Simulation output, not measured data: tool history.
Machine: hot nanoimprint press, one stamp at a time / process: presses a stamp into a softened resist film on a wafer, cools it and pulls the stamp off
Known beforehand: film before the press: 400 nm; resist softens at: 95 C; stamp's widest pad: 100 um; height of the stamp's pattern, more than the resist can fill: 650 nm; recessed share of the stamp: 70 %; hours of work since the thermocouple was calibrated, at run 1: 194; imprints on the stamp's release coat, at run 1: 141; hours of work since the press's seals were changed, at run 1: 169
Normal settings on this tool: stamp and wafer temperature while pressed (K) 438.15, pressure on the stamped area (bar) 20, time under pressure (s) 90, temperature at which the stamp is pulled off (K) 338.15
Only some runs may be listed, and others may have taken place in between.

| run | hour | stamp and wafer temperature while pressed (K) | pressure on the stamped area (bar) | time under pressure (s) | temperature at which the stamp is pulled off (K) | hours of work since the thermocouple was calibrated | imprints on the stamp's release coat | hours of work since the press's seals were changed | resist left under the stamp's widest pad (angstrom) | greatest force while the stamp is pulled off (N) |
|---|---|---|---|---|---|---|---|---|---|---|
| 1 | 0 | 438.15 | 20 | 90 | 338.15 | 194 | 141 | 169 | 2316 | 133 |
| 2 | 14 | 438.15 | 20 | 90 | 338.15 | 201 | 176 | 176 | 2326 | 135 |
| 3 | 28.3 | 438.15 | 20 | 90 | 338.15 | 208 | 213 | 184 | 2300 | 137 |
| 4 | 36.7 | 438.15 | 20 | 60 | 338.15 | 212 | 234 | 188 | 2611 | 132 |
| 5 | 50.7 | 438.15 | 20 | 60 | 338.15 | 220 | 270 | 195 | 2630 | 139 |
| 6 | 61.4 | 438.15 | 20 | 60 | 338.15 | 225 | 297 | 200 | 2598 | 141 |
| 7 | 77.8 | 438.15 | 20 | 60 | 325.15 | 233 | 339 | 208 | 2568 | 181 |
| 8 | 94 | 438.15 | 20 | 60 | 325.15 | 241 | 380 | 217 | 2616 | 183 |
| 9 | 111.6 | 438.15 | 20 | 60 | 325.15 | 250 | 425 | 225 | 2633 | 182 |
| 10 | 120.9 | 438.15 | 20 | 90 | 338.15 | 255 | 449 | 230 | 2357 | 141 |
| 11 | 138.8 | 434.15 | 20 | 90 | 338.15 | 264 | 494 | 239 | 2702 | 148 |
| 12 | 150.8 | 438.15 | 19.4 | 90 | 338.15 | 270 | 525 | 245 | 2384 | 146 |
| 13 | 166.2 | 438.15 | 19.4 | 90 | 338.15 | 277 | 564 | 253 | 2398 | 142 |
| 14 | 184.5 | 438.15 | 24.8 | 90 | 338.15 | 287 | 611 | 262 | 2155 | 148 |
| 15 | 204.6 | 438.15 | 24.8 | 90 | 338.15 | 297 | 662 | 272 | 2139 | 148 |
| 16 | 218.1 | 434.15 | 20 | 90 | 338.15 | 303 | 696 | 279 | 2745 | 150 |
| 17 | 234.2 | 438.15 | 17.1 | 76 | 330.15 | 311 | 737 | 287 | 2633 | 177 |
| 18 | 247.8 | 441.15 | 24.9 | 76 | 345.15 | 318 | 772 | 294 | 1979 | 127 |
| 19 | 263.2 | 448.15 | 26.1 | 76 | 329.15 | 326 | 811 | 301 | 1392 | 186 |
| 20 | 275.8 | 432.15 | 18.3 | 57 | 339.15 | 332 | 843 | 308 | 3270 | 152 |
| 21 | 286.4 | 436.15 | 17.6 | 53 | 338.15 | 338 | 870 | 313 | 3007 | 153 |
| 22 | 300.7 | 436.15 | 17.6 | 53 | 338.15 | 345 | 907 | 320 | 3019 | 154 |
| 23 | 317.9 | 433.15 | 28.7 | 50 | 333.15 | 353 | 951 | 329 | 2900 | 177 |
| 24 | 326.8 | 433.15 | 28.7 | 50 | 337.15 | 358 | 973 | 333 | 2917 | 160 |
| 25 | 337.1 | 433.15 | 28.7 | 50 | 337.15 | 363 | 1000 | 338 | 2896 | 155 |
| 26 | 346.3 | 449.15 | 20 | 127 | 338.15 | 368 | 1023 | 343 | 1260 | 155 |
| 27 | 357.9 | 427.15 | 19.5 | 102 | 342.15 | 373 | 1053 | 349 | 3353 | 149 |

4 ways to go on from here, each from the tool as it stands after run 27. What would each give?
| A | 369.3 | 437.15 | 21.1 | 90 | 338.15 | 379 | 1082 | 354 | ? | ? |
| B | 369.3 | 438.15 | 15.7 | 90 | 338.15 | 379 | 1082 | 354 | ? | ? |
| C | 369.3 | 429.15 | 27.1 | 83 | 338.15 | 379 | 1082 | 354 | ? | ? |
| D | 369.3 | 427.15 | 26.3 | 133 | 342.15 | 379 | 1082 | 354 | ? | ? |

| run | resist left under the stamp's widest pad (angstrom) | greatest force while the stamp is pulled off (N) |
|---|---|---|
| A | 2422 | 162 |
| B | 2597 | 159 |
| C | 3014 | 155 |
| D | 2966 | 144 |
What these runs would have given with no unlogged condition in the tool:
| run | resist left under the stamp's widest pad (angstrom) | greatest force while the stamp is pulled off (N) |
|---|---|---|
| A | 2360 | 129 |
| B | 2542 | 126 |
| C | 2950 | 124 |
| D | 2899 | 114 |

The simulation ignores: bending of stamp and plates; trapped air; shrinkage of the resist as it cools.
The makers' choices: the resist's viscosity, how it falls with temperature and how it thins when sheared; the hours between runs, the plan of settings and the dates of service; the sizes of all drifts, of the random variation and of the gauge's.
